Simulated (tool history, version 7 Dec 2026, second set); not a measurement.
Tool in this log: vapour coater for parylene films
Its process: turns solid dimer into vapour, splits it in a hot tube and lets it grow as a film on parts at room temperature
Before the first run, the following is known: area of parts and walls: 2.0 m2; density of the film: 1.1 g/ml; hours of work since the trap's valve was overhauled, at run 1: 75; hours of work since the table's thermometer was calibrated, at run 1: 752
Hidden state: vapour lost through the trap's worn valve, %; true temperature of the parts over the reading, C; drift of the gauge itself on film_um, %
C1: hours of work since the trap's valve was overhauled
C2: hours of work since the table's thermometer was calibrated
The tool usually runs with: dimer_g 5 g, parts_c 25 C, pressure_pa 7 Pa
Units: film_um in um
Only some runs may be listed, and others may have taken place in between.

run 1 hour=0 | dimer_g=5 parts_c=25 pressure_pa=7 | C1=75 C2=752 | film_um=1.22
run 2 hour=43.6 | dimer_g=5 parts_c=17 pressure_pa=7 | C1=100 C2=777 | film_um=1.48
run 3 hour=64.5 | dimer_g=5 parts_c=17 pressure_pa=7 | C1=112 C2=790 | film_um=1.51
run 4 hour=87 | dimer_g=5 parts_c=17 pressure_pa=7 | C1=125 C2=803 | film_um=1.5
run 5 hour=108.3 | dimer_g=5 parts_c=25 pressure_pa=2.69 | C1=138 C2=815 | film_um=1.25
run 6 hour=140.4 | dimer_g=5 parts_c=25 pressure_pa=7 | C1=156 C2=834 | film_um=1.16
run 7 hour=168.6 | dimer_g=5 parts_c=31 pressure_pa=7 | C1=173 C2=850 | film_um=0.99
run 8 hour=215.1 | dimer_g=5 parts_c=25 pressure_pa=7 | C1=200 C2=877 | film_um=1.17
run 9 hour=243.4 | dimer_g=5 parts_c=25 pressure_pa=2.77 | C1=216 C2=894 | film_um=1.23
run 10 hour=263.7 | dimer_g=9 parts_c=25 pressure_pa=7 | C1=228 C2=906 | film_um=2.08
run 11 hour=307.5 | dimer_g=9 parts_c=25 pressure_pa=7 | C1=254 C2=931 | film_um=2.06
run 12 hour=329 | dimer_g=9 parts_c=25 pressure_pa=7 | C1=266 C2=944 | film_um=2.06
run 13 hour=362.4 | dimer_g=9 parts_c=25 pressure_pa=7 | C1=286 C2=963 | film_um=2.04
-- hour=383.9 trap's valve overhauled
run 14 hour=412.2 | dimer_g=9 parts_c=25 pressure_pa=7 | C1=17 C2=990 | film_um=1.89
run 15 hour=452.6 | dimer_g=9 parts_c=25 pressure_pa=7 | C1=40 C2=1013 | film_um=1.88
-- hour=502.9 trap's valve overhauled, once more
run 16 hour=502.9 | dimer_g=9 parts_c=25 pressure_pa=7 | C1=0 C2=1040 | film_um=2.25
run 17 hour=549.3 | dimer_g=9 parts_c=25 pressure_pa=7 | C1=27 C2=1067 | film_um=2.22
run 18 hour=587.4 | dimer_g=9 parts_c=25 pressure_pa=7 | C1=49 C2=1090 | film_um=2.21
run 19 hour=628.9 | dimer_g=9 parts_c=25 pressure_pa=7 | C1=73 C2=1114 | film_um=2.19
run 20 hour=649 | dimer_g=5 parts_c=25 pressure_pa=7 | C1=85 C2=1125 | film_um=1.21
run 21 hour=678 | dimer_g=5 parts_c=25 pressure_pa=3.65 | C1=102 C2=1142 | film_um=1.23
run 22 hour=718.2 | dimer_g=5 parts_c=25 pressure_pa=7 | C1=125 C2=1166 | film_um=1.19
run 23 hour=756 | dimer_g=5 parts_c=25 pressure_pa=7 | C1=147 C2=1188 | film_um=1.18
run 24 hour=789.9 | dimer_g=5 parts_c=25 pressure_pa=7 | C1=167 C2=1208 | film_um=1.18
run 25 hour=821.3 | dimer_g=7 parts_c=21 pressure_pa=2.6 | C1=186 C2=1226 | film_um=1.91
run 26 hour=850.2 | dimer_g=3 parts_c=29 pressure_pa=8.45 | C1=202 C2=1243 | film_um=0.61
run 27 hour=884.5 | dimer_g=5 parts_c=20 pressure_pa=9.28 | C1=222 C2=1263 | film_um=1.32
run 28 hour=933.3 | dimer_g=4 parts_c=20 pressure_pa=3.28 | C1=251 C2=1291 | film_um=1.08
run 29 hour=958.4 | dimer_g=3 parts_c=21 pressure_pa=7 | C1=265 C2=1306 | film_um=0.77
run 30 hour=996.7 | dimer_g=3 parts_c=35 pressure_pa=7.68 | C1=288 C2=1328 | film_um=0.53
-- hour=1015.1 trap's valve overhauled
run 31 hour=1041.5 | dimer_g=3 parts_c=35 pressure_pa=7.68 | C1=15 C2=1352 | film_um=0.55
run 32 hour=1074.3 | dimer_g=2 parts_c=25 pressure_pa=2.7 | C1=34 C2=1371 | film_um=0.52
run 33 hour=1098.6 | dimer_g=2 parts_c=20 pressure_pa=7.84 | C1=49 C2=1385 | film_um=0.57
run 34 hour=1125.3 | dimer_g=7 parts_c=25 pressure_pa=10.82 | C1=64 C2=1401 | film_um=1.67
run 35 hour=1155 | dimer_g=7 parts_c=25 pressure_pa=10.82 | C1=82 C2=1418 | film_um=1.66
run 36 hour=1193.2 | dimer_g=7 parts_c=20 pressure_pa=2.68 | C1=104 C2=1440 | film_um=2.06
run 37 hour=1226.9 | dimer_g=7 parts_c=20 pressure_pa=2.68 | C1=123 C2=1460 | film_um=2.03
run 38 hour=1258.7 | dimer_g=7 parts_c=20 pressure_pa=2.68 | C1=142 C2=1478 | film_um=2.02
run 39 hour=1279.6 | dimer_g=7 parts_c=20 pressure_pa=2.68 | C1=154 C2=1491 | film_um=2
run 40 hour=1323.6 | dimer_g=7 parts_c=25 pressure_pa=2.44 | C1=180 C2=1516 | film_um=1.75
run 41 hour=1369.5 | dimer_g=7 parts_c=25 pressure_pa=2.44 | C1=206 C2=1543 | film_um=1.77
run 42 hour=1411.3 | dimer_g=7 parts_c=25 pressure_pa=2.44 | C1=231 C2=1567 | film_um=1.73
run 43 hour=1449.9 | dimer_g=7 parts_c=25 pressure_pa=2.44 | C1=253 C2=1590 | film_um=1.71
run 44 hour=1482.6 | dimer_g=9 parts_c=18 pressure_pa=5.33 | C1=272 C2=1609 | film_um=2.54
-- hour=1528.1 trap's valve overhauled
run 45 hour=1530.2 | dimer_g=3 parts_c=23 pressure_pa=3.51 | C1=1 C2=1634 | film_um=0.83
run 46 hour=1574.3 | dimer_g=5 parts_c=25 pressure_pa=8.56 | C1=27 C2=1660 | film_um=1.24
run 47 hour=1610.7 | dimer_g=6 parts_c=25 pressure_pa=2.61 | C1=48 C2=1681 | film_um=1.55

Forecast each of these 3 alternatives for the next run:
run A hour=1643.5 | dimer_g=6 parts_c=25 pressure_pa=5.25 | C1=67 C2=1700 | film_um=?
run B hour=1643.5 | dimer_g=9 parts_c=25 pressure_pa=7 | C1=67 C2=1700 | film_um=?
run C hour=1643.5 | dimer_g=5 parts_c=20 pressure_pa=2.61 | C1=67 C2=1700 | film_um=?

run=A film_um=1.5
run=B film_um=2.21
run=C film_um=1.49
Stripped of hidden state, with their random variation kept, the same runs would have yielded:
run=A film_um=1.52
run=B film_um=2.23
run=C film_um=1.51
